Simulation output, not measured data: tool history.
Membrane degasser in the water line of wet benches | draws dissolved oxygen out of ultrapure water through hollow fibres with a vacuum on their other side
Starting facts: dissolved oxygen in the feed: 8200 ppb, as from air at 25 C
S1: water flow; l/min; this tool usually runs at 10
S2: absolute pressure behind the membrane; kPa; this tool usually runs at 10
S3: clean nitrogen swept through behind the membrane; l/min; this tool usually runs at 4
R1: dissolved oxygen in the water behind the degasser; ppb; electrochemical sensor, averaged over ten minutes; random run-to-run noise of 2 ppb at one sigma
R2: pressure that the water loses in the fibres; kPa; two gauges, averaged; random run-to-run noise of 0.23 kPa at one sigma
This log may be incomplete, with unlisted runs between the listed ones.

run    hour  S1    S2    S3     R1     R2
  1       0  10    10     4  195.4  58.14
  2      52  10    10     4  197.5  57.69
  3   161.8  10  19.1     4  249.4  58.18
  4   230.2  10    21     4  264.5  57.83
  5   309.8  10    10     4  198.1  57.67
  6     380  10    16     4  236.1  57.86
  7   436.6  10    10  7.72  175.2  58.02
  8   520.9  10    10  7.72  179.7  57.95
  9   569.7  10  13.4  7.72  187.1  57.69
 10   664.3  10  13.4  7.72  186.8  57.42
 11   779.8   8  19.2  4.44  167.1  45.93
 12   885.4  13  12.9  4.89  299.2  75.27
 13   941.9  13   8.3  2.74  296.6  75.46
 14  1052.5   9  16.3  2.74  228.7  51.87
 15  1140.5   9  16.3  2.74  232.4  52.12
 16  1204.7   9  18.1  8.08  170.9  52.09
     1248.9  -- seals of the vacuum lines changed
 17  1297.7  10    10  2.67  217.1   57.7

Forecast each of these 3 alternatives for the next run:
  A  1377.4  10  12.1     4   ?   ?
  B  1377.4  14  17.1  8.39   ?   ?
  C  1377.4  10    10  5.38   ?   ?

run     R1     R2
  A  207.8  57.98
  B  326.1  81.14
  C  186.3   57.7
What these runs would have given with no unlogged condition in the tool:
run     R1     R2
  A  207.5  57.95
  B  325.7   81.1
  C    186  57.68
